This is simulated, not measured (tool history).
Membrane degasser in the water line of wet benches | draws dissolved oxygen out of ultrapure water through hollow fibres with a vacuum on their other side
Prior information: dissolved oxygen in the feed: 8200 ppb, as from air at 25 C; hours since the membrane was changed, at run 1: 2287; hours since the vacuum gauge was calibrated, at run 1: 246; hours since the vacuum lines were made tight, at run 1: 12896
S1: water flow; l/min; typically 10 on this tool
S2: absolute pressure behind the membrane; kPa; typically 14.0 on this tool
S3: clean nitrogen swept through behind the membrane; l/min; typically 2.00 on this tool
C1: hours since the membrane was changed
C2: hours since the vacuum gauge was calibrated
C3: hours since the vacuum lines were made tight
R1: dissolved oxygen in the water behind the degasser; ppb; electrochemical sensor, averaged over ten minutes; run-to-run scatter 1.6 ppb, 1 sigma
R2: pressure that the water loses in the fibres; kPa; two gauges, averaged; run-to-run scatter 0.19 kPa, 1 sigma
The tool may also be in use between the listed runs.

Run 1, day 0.000: usual settings; C1 2287; C2 246; C3 12896. Result: R1 154.1 ppb, R2 39.03 kPa.
Run 2, day 2.454: usual settings; C1 2346; C2 304; C3 12955. Result: R1 152.4 ppb, R2 39.04 kPa.
Run 3, day 5.904: usual settings but S3 1.01 l/min; C1 2429; C2 387; C3 13038. Result: R1 271.3 ppb, R2 38.59 kPa.
Run 4, day 8.271: usual settings but S3 1.01 l/min; C1 2486; C2 444; C3 13095. Result: R1 267.4 ppb, R2 38.65 kPa.
At day 9.858: seals of the vacuum lines changed.
Run 5, day 10.717: usual settings but S3 2.99 l/min; C1 2543; C2 501; C3 21. Result: R1 109.3 ppb, R2 38.66 kPa.
Run 6, day 12.679: usual settings but S3 2.99 l/min; C1 2590; C2 548; C3 68. Result: R1 111.6 ppb, R2 38.79 kPa.
Run 7, day 15.550: usual settings but S3 2.99 l/min; C1 2659; C2 617; C3 137. Result: R1 113.2 ppb, R2 38.55 kPa.
Run 8, day 19.675: usual settings but S3 2.99 l/min; C1 2758; C2 716; C3 236. Result: R1 110.5 ppb, R2 38.74 kPa.
Run 9, day 22.917: usual settings but S3 2.99 l/min; C1 2835; C2 794; C3 313. Result: R1 112.8 ppb, R2 38.44 kPa.
Run 10, day 26.146: usual settings but S3 2.99 l/min; C1 2913; C2 871; C3 391. Result: R1 112.6 ppb, R2 38.36 kPa.
Run 11, day 29.079: usual settings; C1 2983; C2 941; C3 461. Result: R1 151.6 ppb, R2 38.36 kPa.
Run 12, day 31.279: usual settings but S1 8 l/min; C1 3036; C2 994; C3 514. Result: R1 111.9 ppb, R2 30.69 kPa.
Run 13, day 33.462: usual settings but S1 8 l/min; C1 3089; C2 1047; C3 567. Result: R1 112.8 ppb, R2 30.87 kPa.
Run 14, day 35.458: usual settings but S1 13 l/min; C1 3136; C2 1095; C3 614. Result: R1 234.5 ppb, R2 49.63 kPa.
Run 15, day 37.962: usual settings but S2 16.4 kPa; C1 3197; C2 1155; C3 675. Result: R1 181.9 ppb, R2 38.11 kPa.
Run 16, day 41.062: usual settings but S2 16.4 kPa; C1 3271; C2 1229; C3 749. Result: R1 181.9 ppb, R2 37.76 kPa.
Run 17, day 44.162: usual settings but S1 11 l/min, S2 16.4 kPa; C1 3345; C2 1303; C3 823. Result: R1 208.7 ppb, R2 41.47 kPa.
Run 18, day 46.375: usual settings but S1 9 l/min, S3 3.71 l/min; C1 3398; C2 1357; C3 876. Result: R1 77.4 ppb, R2 34.14 kPa.
At day 46.721: gauge calibrated.
Run 19, day 48.629: usual settings but S1 9 l/min, S3 3.54 l/min; C1 3453; C2 1411; C3 931. Result: R1 81.2 ppb, R2 35.00 kPa.
Run 20, day 51.938: usual settings but S1 9 l/min, S3 3.54 l/min; C1 3532; C2 1490; C3 1010. Result: R1 81.7 ppb, R2 35.05 kPa.
Run 21, day 55.938: usual settings but S1 9 l/min, S2 9.6 kPa, S3 1.24 l/min; C1 3628; C2 1586; C3 1106. Result: R1 123.4 ppb, R2 34.88 kPa.
Run 22, day 58.712: usual settings but S3 2.22 l/min; C1 3694; C2 1653; C3 1173. Result: R1 139.8 ppb, R2 38.48 kPa.
Run 23, day 62.892: usual settings but S1 11 l/min; C1 3795; C2 1753; C3 1273. Result: R1 177.0 ppb, R2 42.72 kPa.
Run 24, day 65.438: usual settings but S1 12 l/min, S2 22.2 kPa, S3 3.01 l/min; C1 3856; C2 1814; C3 1334. Result: R1 233.6 ppb, R2 46.43 kPa.

What will run 25 give?
Run 25, day 68.742: usual settings but S1 12 l/min, S2 28.1 kPa, S3 2.94 l/min; C1 3935; C2 1893; C3 1413. Result: R1 ?, R2 ?.

{"run 25": {"R1": 296.7, "R2": 46.23}}
Were there no unlogged condition in the tool, this run, its random variation unchanged, would have produced R1 296.5 ppb, R2 46.84 kPa.

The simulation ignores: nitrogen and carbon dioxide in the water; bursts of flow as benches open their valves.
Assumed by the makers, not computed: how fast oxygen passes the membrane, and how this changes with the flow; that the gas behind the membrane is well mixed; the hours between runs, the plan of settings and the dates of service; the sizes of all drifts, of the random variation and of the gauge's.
